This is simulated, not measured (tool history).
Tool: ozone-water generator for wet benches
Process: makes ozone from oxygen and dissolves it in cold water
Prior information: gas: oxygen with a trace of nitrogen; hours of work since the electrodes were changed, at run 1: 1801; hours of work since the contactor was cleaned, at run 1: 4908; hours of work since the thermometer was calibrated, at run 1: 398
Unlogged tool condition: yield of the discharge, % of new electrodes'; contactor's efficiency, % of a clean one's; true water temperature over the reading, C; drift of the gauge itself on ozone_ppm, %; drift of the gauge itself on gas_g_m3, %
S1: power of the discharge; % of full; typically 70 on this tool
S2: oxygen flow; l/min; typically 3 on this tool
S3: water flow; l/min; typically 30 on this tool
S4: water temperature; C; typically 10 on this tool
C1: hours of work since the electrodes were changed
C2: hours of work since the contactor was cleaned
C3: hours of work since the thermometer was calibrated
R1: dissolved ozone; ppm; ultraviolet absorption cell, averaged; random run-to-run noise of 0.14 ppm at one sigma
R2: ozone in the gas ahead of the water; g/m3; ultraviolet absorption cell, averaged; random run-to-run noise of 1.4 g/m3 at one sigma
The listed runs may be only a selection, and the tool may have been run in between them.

run,hour,S1,S2,S3,S4,C1,C2,C3,R1,R2
1,0,70,3,30,10,1801,4908,398,14.3,241.4
2,34.7,70,3,30,10,1826,4932,422,14.4,241.4
3,83.3,42,3,30,10,1860,4966,456,9.9,163.4
4,130.3,42,3,30,10,1892,4999,489,9.6,163.3
5,159.8,70,3,30,9,1913,5020,510,14.3,238
6,200.9,70,3,30,10,1942,5049,538,14.1,239
7,269.3,70,3,30,10,1989,5096,586,14.2,240.3
8,338.3,70,3,30,10,2038,5144,634,14.1,237.8
9,379.5,70,3,30,10,2066,5173,663,14.3,239
10,447.3,70,3,30,10,2114,5221,710,14.2,238.1
11,506.8,70,3,30,10,2155,5262,752,14.2,237.8
12,565.9,70,3,30,10,2197,5303,793,13.9,237.9
13,612.2,70,3,30,10,2229,5336,826,14,236.7
14,646.6,70,3,30,10,2253,5360,850,13.9,236.7
15,702.7,59,3,30,10,2292,5399,889,12.4,211.3
16,766.4,59,3,30,10,2337,5443,933,12.3,209.1
17,826.5,73,2.36,24,15,2379,5485,975,16.2,270
18,860.3,70,3,27,9,2402,5509,999,15.8,235.4
19,932.6,55,3,26,10,2453,5560,1049,13.4,197.9
# hour 942.8: contactor cleaned
20,1007.7,55,3,26,10,2502,45,1099,12.5,197
21,1037.1,70,2.2,30,10,2523,66,1120,11.5,268.8
22,1080.3,70,2.2,30,10,2553,96,1150,11.6,269.7
23,1143.2,58,3,30,10,2597,140,1194,11.2,203.2
24,1201.2,58,1.84,22,16,2638,180,1234,12.7,255.3
25,1254.4,58,1.84,22,16,2675,218,1271,13,253
26,1284.4,58,1.84,22,16,2696,239,1292,12.5,251.6
27,1316.8,58,1.84,22,16,2718,261,1315,12.8,251.9
# hour 1357.3: contactor cleaned, once more
28,1366,58,1.84,22,16,2750,6,1347,14.2,253.1
29,1420.9,70,3.43,30,10,2788,44,1385,15.4,218.6
30,1470,91,4.82,30,10,2823,79,1419,21,228.9
31,1521.6,94,4.82,35,10,2859,115,1455,18.5,231.4
32,1562.1,94,4.82,35,10,2887,143,1483,18.3,232.4

Had the tool no unlogged condition, and each run kept its random variation, what would the results have been?
run,R1,R2
1,16.3,257.9
2,16.5,258.2
3,11.1,170.3
4,10.7,170.3
5,16.4,255.3
6,16.3,256.8
7,16.4,258.6
8,16.4,256.4
9,16.6,257.8
10,16.5,257.3
11,16.6,257.4
12,16.2,257.8
13,16.4,256.9
14,16.3,257.1
15,14.4,227.2
16,14.3,225.2
17,18.9,295.5
18,18.5,257.1
19,15.5,212.9
20,15.4,212.3
21,14.6,294.9
22,14.6,296.3
23,14,220.6
24,15.6,277.3
25,16,275.2
26,15.4,273.9
27,15.7,274.4
28,15.5,275.9
29,17.1,242.2
30,23.9,259.3
31,21.1,263.3
32,20.9,264.7
